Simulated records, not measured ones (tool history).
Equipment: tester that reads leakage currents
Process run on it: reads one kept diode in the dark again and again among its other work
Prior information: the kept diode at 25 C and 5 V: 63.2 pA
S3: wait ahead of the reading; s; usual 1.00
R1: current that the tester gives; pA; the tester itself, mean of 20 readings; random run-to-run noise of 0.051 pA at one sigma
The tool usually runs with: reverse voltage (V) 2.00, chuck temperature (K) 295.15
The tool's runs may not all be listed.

Run 1, hour 0.0: usual settings. Result: R1 30.26 pA.
Run 2, hour 30.0: usual settings but chuck temperature (K) 317.15. Result: R1 189.79 pA.
Run 3, hour 70.9: usual settings but chuck temperature (K) 317.15. Result: R1 189.54 pA.
Run 4, hour 89.8: usual settings but chuck temperature (K) 317.15. Result: R1 189.71 pA.
Run 5, hour 113.8: usual settings. Result: R1 30.34 pA.
Run 6, hour 153.5: usual settings but chuck temperature (K) 301.15. Result: R1 50.82 pA.
Run 7, hour 174.1: usual settings but chuck temperature (K) 301.15. Result: R1 50.90 pA.
Run 8, hour 210.6: usual settings but S3 0.52 s. Result: R1 30.60 pA.
Run 9, hour 228.2: usual settings but reverse voltage (V) 13.08, S3 0.52 s. Result: R1 89.86 pA.
Run 10, hour 263.8: usual settings but S3 0.67 s. Result: R1 30.41 pA.
Run 11, hour 295.8: usual settings but S3 0.67 s. Result: R1 30.51 pA.
Run 12, hour 322.1: usual settings but S3 0.67 s. Result: R1 30.48 pA.
At hour 341.9: probe card cleaned and baked.
Run 13, hour 362.0: usual settings but S3 0.67 s. Result: R1 29.51 pA.
Run 14, hour 382.1: usual settings but S3 0.67 s. Result: R1 29.42 pA.
Run 15, hour 404.5: usual settings but S3 0.67 s. Result: R1 29.51 pA.
Run 16, hour 428.1: usual settings but reverse voltage (V) 1.06, S3 0.67 s. Result: R1 20.87 pA.
Run 17, hour 461.1: usual settings but reverse voltage (V) 1.17, S3 0.67 s. Result: R1 22.03 pA.
Run 18, hour 479.9: usual settings but reverse voltage (V) 1.17, S3 0.67 s. Result: R1 22.03 pA.
Run 19, hour 506.4: usual settings but reverse voltage (V) 1.17, S3 0.67 s. Result: R1 21.96 pA.
Run 20, hour 524.1: usual settings but chuck temperature (K) 304.15. Result: R1 64.45 pA.
Run 21, hour 542.9: usual settings but chuck temperature (K) 304.15. Result: R1 64.41 pA.
Run 22, hour 563.0: usual settings but chuck temperature (K) 304.15. Result: R1 64.21 pA.
Run 23, hour 587.8: usual settings but chuck temperature (K) 307.15. Result: R1 82.93 pA.
Run 24, hour 625.4: usual settings but chuck temperature (K) 307.15. Result: R1 82.86 pA.
Run 25, hour 661.9: usual settings but reverse voltage (V) 1.10, chuck temperature (K) 312.15, S3 0.48 s. Result: R1 91.36 pA.
Run 26, hour 692.4: usual settings but reverse voltage (V) 1.10, chuck temperature (K) 312.15, S3 0.48 s. Result: R1 91.28 pA.
Run 27, hour 710.0: usual settings but reverse voltage (V) 1.10, chuck temperature (K) 312.15, S3 0.48 s. Result: R1 91.01 pA.
Run 28, hour 747.2: usual settings but reverse voltage (V) 1.10, chuck temperature (K) 312.15, S3 0.48 s. Result: R1 91.37 pA.
Run 29, hour 777.0: usual settings but reverse voltage (V) 3.33, chuck temperature (K) 298.15. Result: R1 50.09 pA.
Run 30, hour 800.6: usual settings but reverse voltage (V) 14.35, chuck temperature (K) 298.15, S3 1.33 s. Result: R1 110.30 pA.
Run 31, hour 817.4: usual settings but reverse voltage (V) 14.35, chuck temperature (K) 298.15, S3 1.33 s. Result: R1 110.42 pA.
Run 32, hour 834.9: usual settings but reverse voltage (V) 14.35, chuck temperature (K) 298.15, S3 1.33 s. Result: R1 110.65 pA.
Run 33, hour 873.5: usual settings but reverse voltage (V) 14.35, chuck temperature (K) 298.15, S3 1.33 s. Result: R1 110.58 pA.
Run 34, hour 896.3: usual settings but reverse voltage (V) 3.96, chuck temperature (K) 322.15, S3 0.48 s. Result: R1 397.07 pA.
Run 35, hour 929.1: usual settings but reverse voltage (V) 3.96, chuck temperature (K) 322.15, S3 0.48 s. Result: R1 397.72 pA.
Run 36, hour 963.6: usual settings but reverse voltage (V) 3.96, chuck temperature (K) 322.15, S3 0.48 s. Result: R1 396.93 pA.
Run 37, hour 997.0: usual settings but reverse voltage (V) 3.96, chuck temperature (K) 322.15, S3 0.48 s. Result: R1 396.89 pA.
Run 38, hour 1033.1: usual settings but reverse voltage (V) 6.41, chuck temperature (K) 330.15, S3 4.40 s. Result: R1 928.17 pA.
Run 39, hour 1071.2: usual settings but S3 7.66 s. Result: R1 28.67 pA.

What would each run have given without the hidden state, its run-to-run variation left as it was?
Unlogged tool condition in this case: stray current of the dirty probe card, pA a volt; current scale over the true one, %; true chuck temperature over the reading, C; drift of the gauge itself on leakage_pa, %.
run      R1
  1   30.00
  2  192.55
  3  192.40
  4  192.62
  5   30.10
  6   51.05
  7   51.15
  8   30.39
  9   85.63
 10   30.21
 11   30.32
 12   30.29
 13   30.32
 14   30.23
 15   30.32
 16   21.47
 17   22.66
 18   22.66
 19   22.60
 20   66.28
 21   66.25
 22   66.06
 23   85.32
 24   85.29
 25   94.04
 26   93.99
 27   93.74
 28   94.17
 29   51.63
 30  113.22
 31  113.33
 32  113.57
 33  113.50
 34  409.31
 35  410.18
 36  409.56
 37  409.69
 38  957.34
 39   29.66
